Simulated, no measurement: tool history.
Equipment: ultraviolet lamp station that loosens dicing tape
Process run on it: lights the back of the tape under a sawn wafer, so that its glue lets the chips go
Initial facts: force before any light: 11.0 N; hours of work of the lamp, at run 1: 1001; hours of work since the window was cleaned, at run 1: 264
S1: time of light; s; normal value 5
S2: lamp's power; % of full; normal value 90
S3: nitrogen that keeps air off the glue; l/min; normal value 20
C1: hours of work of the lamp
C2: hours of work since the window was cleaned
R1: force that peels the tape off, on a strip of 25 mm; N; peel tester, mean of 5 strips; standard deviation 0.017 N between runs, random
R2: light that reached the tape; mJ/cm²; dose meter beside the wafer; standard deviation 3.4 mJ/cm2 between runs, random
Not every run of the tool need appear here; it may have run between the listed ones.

run     day  S1  S2  S3    C1   C2     R1   R2
  1   0.000   5  90  20  1001  264  1.378  412
  2   1.525   5  90  24  1029  293  1.321  413
      2.288  -- window cleaned of glue's vapour
  3   3.833   5  90  24  1072   29  1.422  388
  4   4.967   3  90  20  1093   50  3.422  229
  5   7.112   8  90  20  1133   90  0.641  611
  6   8.117   8  90  20  1152  109  0.663  604
      9.204  -- window cleaned of glue's vapour, once more
  7   9.508   5  90  20  1177    6  1.445  415
  8  11.175   5  90  20  1208   37  1.509  406
  9  12.408   5  90  20  1231   60  1.524  404
 10  14.283   5  90  20  1266   95  1.472  398
 11  15.933   5  90  20  1297  125  1.560  388
 12  17.833   5  90  20  1332  161  1.592  386
 13  19.896   9  90  20  1371  199  0.481  681
 14  21.896   5  97  20  1408  236  1.480  397
 15  23.629   5  97  20  1440  269  1.540  393
 16  24.767   5  97  20  1461  290  1.512  387
     25.675  -- window cleaned of glue's vapour
 17  26.575   5  91  31  1495   17  1.256  385
 18  28.717   5  91  31  1535   57  1.348  378
 19  30.050   5  91  31  1559   81  1.367  372
 20  31.888   3  61  30  1594  116  4.725  141
 21  33.142   3  61  30  1617  139  4.831  145

Below are 3 alternative next runs, each starting from the tool's condition after run 21. Predict each:
  A  35.104   4  80   8  1653  176   ?   ?
  B  35.104   5  78  35  1653  176   ?   ?
  C  35.104   8  79  20  1653  176   ?   ?

run     R1   R2
  A  4.484  247
  B  1.827  305
  C  0.976  493
Had the tool no hidden state, the same runs would have come out as:
run     R1   R2
  A  2.741  385
  B  0.758  473
  C  0.369  765

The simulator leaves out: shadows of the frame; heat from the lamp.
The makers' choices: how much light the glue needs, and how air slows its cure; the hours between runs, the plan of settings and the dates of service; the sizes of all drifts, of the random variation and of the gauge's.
